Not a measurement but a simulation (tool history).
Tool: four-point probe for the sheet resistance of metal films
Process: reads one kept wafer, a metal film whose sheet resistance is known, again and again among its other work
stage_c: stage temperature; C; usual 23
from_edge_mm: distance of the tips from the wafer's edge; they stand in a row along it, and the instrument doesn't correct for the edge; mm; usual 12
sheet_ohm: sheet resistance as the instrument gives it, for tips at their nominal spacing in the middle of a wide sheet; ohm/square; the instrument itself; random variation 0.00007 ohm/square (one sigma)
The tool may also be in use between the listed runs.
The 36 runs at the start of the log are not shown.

Run 37, hour 592.4: usual settings but stage_c 34 C, from_edge_mm 32 mm. Result: sheet_ohm 0.351344 ohm/square.
Run 38, hour 610.9: usual settings but stage_c 24 C, from_edge_mm 5 mm. Result: sheet_ohm 0.352222 ohm/square.
Run 39, hour 627.1: usual settings but stage_c 25 C, from_edge_mm 5 mm. Result: sheet_ohm 0.352434 ohm/square.
Run 40, hour 636.5: usual settings but stage_c 33 C, from_edge_mm 51 mm. Result: sheet_ohm 0.351039 ohm/square.
Run 41, hour 648.7: usual settings but stage_c 33 C, from_edge_mm 20 mm. Result: sheet_ohm 0.351197 ohm/square.
Run 42, hour 661.8: usual settings but stage_c 22 C. Result: sheet_ohm 0.349171 ohm/square.
Run 43, hour 678.3: usual settings but stage_c 27 C, from_edge_mm 10 mm. Result: sheet_ohm 0.350705 ohm/square.
Run 44, hour 690.7: usual settings but stage_c 27 C, from_edge_mm 10 mm. Result: sheet_ohm 0.350506 ohm/square.
Run 45, hour 713.7: usual settings but stage_c 25 C, from_edge_mm 17 mm. Result: sheet_ohm 0.349613 ohm/square.

Forecast each of these 4 alternatives for the next run:
Run A, hour 733.3: usual settings but stage_c 20 C, from_edge_mm 65 mm. Result: sheet_ohm ?.
Run B, hour 733.3: usual settings but stage_c 31 C, from_edge_mm 5 mm. Result: sheet_ohm ?.
Run C, hour 733.3: usual settings but stage_c 34 C, from_edge_mm 17 mm. Result: sheet_ohm ?.
Run D, hour 733.3: usual settings but from_edge_mm 13 mm. Result: sheet_ohm ?.

run  sheet_ohm
  A   0.348195
  B   0.353570
  C   0.351627
  D   0.349266
What these runs would have given with no unlogged condition in the tool:
run  sheet_ohm
  A   0.347511
  B   0.352874
  C   0.350933
  D   0.348580

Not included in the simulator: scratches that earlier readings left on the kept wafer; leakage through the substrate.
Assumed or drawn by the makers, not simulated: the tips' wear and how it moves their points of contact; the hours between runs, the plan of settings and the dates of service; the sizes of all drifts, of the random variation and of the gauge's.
